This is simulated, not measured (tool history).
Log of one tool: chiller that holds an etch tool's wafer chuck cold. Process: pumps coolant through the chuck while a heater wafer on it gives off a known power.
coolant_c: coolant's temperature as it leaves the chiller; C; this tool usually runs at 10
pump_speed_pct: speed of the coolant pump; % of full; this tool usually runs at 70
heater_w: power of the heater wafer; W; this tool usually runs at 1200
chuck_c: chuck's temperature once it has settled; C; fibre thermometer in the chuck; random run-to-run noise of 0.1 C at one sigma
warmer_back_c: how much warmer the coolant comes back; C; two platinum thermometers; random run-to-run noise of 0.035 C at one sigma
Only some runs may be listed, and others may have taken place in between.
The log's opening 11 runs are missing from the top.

Run 12, hour 254.3: usual settings but heater_w 1529 W. Result: chuck_c 26.1 C, warmer_back_c 7.56 C.
Run 13, hour 287.0: usual settings but heater_w 1529 W. Result: chuck_c 26.0 C, warmer_back_c 7.54 C.
Run 14, hour 318.0: usual settings but heater_w 1529 W. Result: chuck_c 26.1 C, warmer_back_c 7.50 C.
Run 15, hour 350.1: usual settings but heater_w 1529 W. Result: chuck_c 26.0 C, warmer_back_c 7.56 C.
Run 16, hour 372.4: usual settings but heater_w 1529 W. Result: chuck_c 26.1 C, warmer_back_c 7.52 C.
Run 17, hour 389.3: usual settings but heater_w 1529 W. Result: chuck_c 26.0 C, warmer_back_c 7.58 C.
Run 18, hour 418.2: usual settings but pump_speed_pct 64 % of full, heater_w 1224 W. Result: chuck_c 23.7 C, warmer_back_c 6.68 C.
Run 19, hour 450.6: usual settings but coolant_c 13 C, pump_speed_pct 72 % of full, heater_w 1239 W. Result: chuck_c 25.7 C, warmer_back_c 5.97 C.
Run 20, hour 476.1: usual settings but coolant_c 16 C, heater_w 1005 W. Result: chuck_c 26.6 C, warmer_back_c 4.98 C.
Run 21, hour 497.6: usual settings but coolant_c 1 C, heater_w 1290 W. Result: chuck_c 14.6 C, warmer_back_c 6.37 C.
Run 22, hour 529.8: usual settings but coolant_c 18 C, heater_w 827 W. Result: chuck_c 26.6 C, warmer_back_c 4.10 C.
At hour 537.2: coolant pump overhauled.
Run 23, hour 548.4: usual settings but coolant_c 19 C, pump_speed_pct 86 % of full, heater_w 676 W. Result: chuck_c 25.1 C, warmer_back_c 2.73 C.
Run 24, hour 570.5: usual settings but coolant_c 19 C, heater_w 637 W. Result: chuck_c 25.5 C, warmer_back_c 3.15 C.
Run 25, hour 600.5: usual settings but pump_speed_pct 87 % of full, heater_w 894 W. Result: chuck_c 18.0 C, warmer_back_c 3.55 C.
At hour 622.1: coolant pump overhauled, once more.
Run 26, hour 631.7: usual settings but coolant_c 1 C, pump_speed_pct 66 % of full, heater_w 1553 W. Result: chuck_c 18.1 C, warmer_back_c 8.22 C.
Run 27, hour 646.8: usual settings but coolant_c 1 C, pump_speed_pct 66 % of full, heater_w 1553 W. Result: chuck_c 18.3 C, warmer_back_c 8.15 C.
Run 28, hour 669.2: usual settings but coolant_c 9 C, pump_speed_pct 61 % of full, heater_w 803 W. Result: chuck_c 18.2 C, warmer_back_c 4.62 C.
Run 29, hour 698.9: usual settings but coolant_c 9 C, pump_speed_pct 61 % of full, heater_w 803 W. Result: chuck_c 18.2 C, warmer_back_c 4.62 C.
At hour 729.0: coolant changed, channels flushed.
Run 30, hour 729.0: usual settings but coolant_c 0 C, pump_speed_pct 75 % of full, heater_w 1792 W. Result: chuck_c 16.1 C, warmer_back_c 8.24 C.
Run 31, hour 758.8: usual settings but coolant_c 0 C, pump_speed_pct 94 % of full, heater_w 1111 W. Result: chuck_c 8.2 C, warmer_back_c 4.03 C.
Run 32, hour 791.4: usual settings but coolant_c 14 C, pump_speed_pct 78 % of full, heater_w 1265 W. Result: chuck_c 25.0 C, warmer_back_c 5.61 C.
Run 33, hour 811.0: usual settings but coolant_c 14 C, pump_speed_pct 78 % of full, heater_w 1265 W. Result: chuck_c 25.0 C, warmer_back_c 5.60 C.

Consider 3 possible next runs. They are alternatives, not a sequence: every one starts from the tool as it was left by run 33. What does each give?
Run A, hour 837.0: usual settings but heater_w 1618 W. Result: chuck_c ?, warmer_back_c ?.
Run B, hour 837.0: usual settings but coolant_c 14 C, pump_speed_pct 80 % of full, heater_w 1265 W. Result: chuck_c ?, warmer_back_c ?.
Run C, hour 837.0: usual settings but coolant_c 20 C, pump_speed_pct 76 % of full, heater_w 947 W. Result: chuck_c ?, warmer_back_c ?.

run  chuck_c  warmer_back_c
  A     25.3           7.97
  B     24.6           5.53
  C     28.2           4.27
Without the tool's hidden state the same runs would have given:
run  chuck_c  warmer_back_c
  A     25.6           7.90
  B     25.0           5.48
  C     28.6           4.23

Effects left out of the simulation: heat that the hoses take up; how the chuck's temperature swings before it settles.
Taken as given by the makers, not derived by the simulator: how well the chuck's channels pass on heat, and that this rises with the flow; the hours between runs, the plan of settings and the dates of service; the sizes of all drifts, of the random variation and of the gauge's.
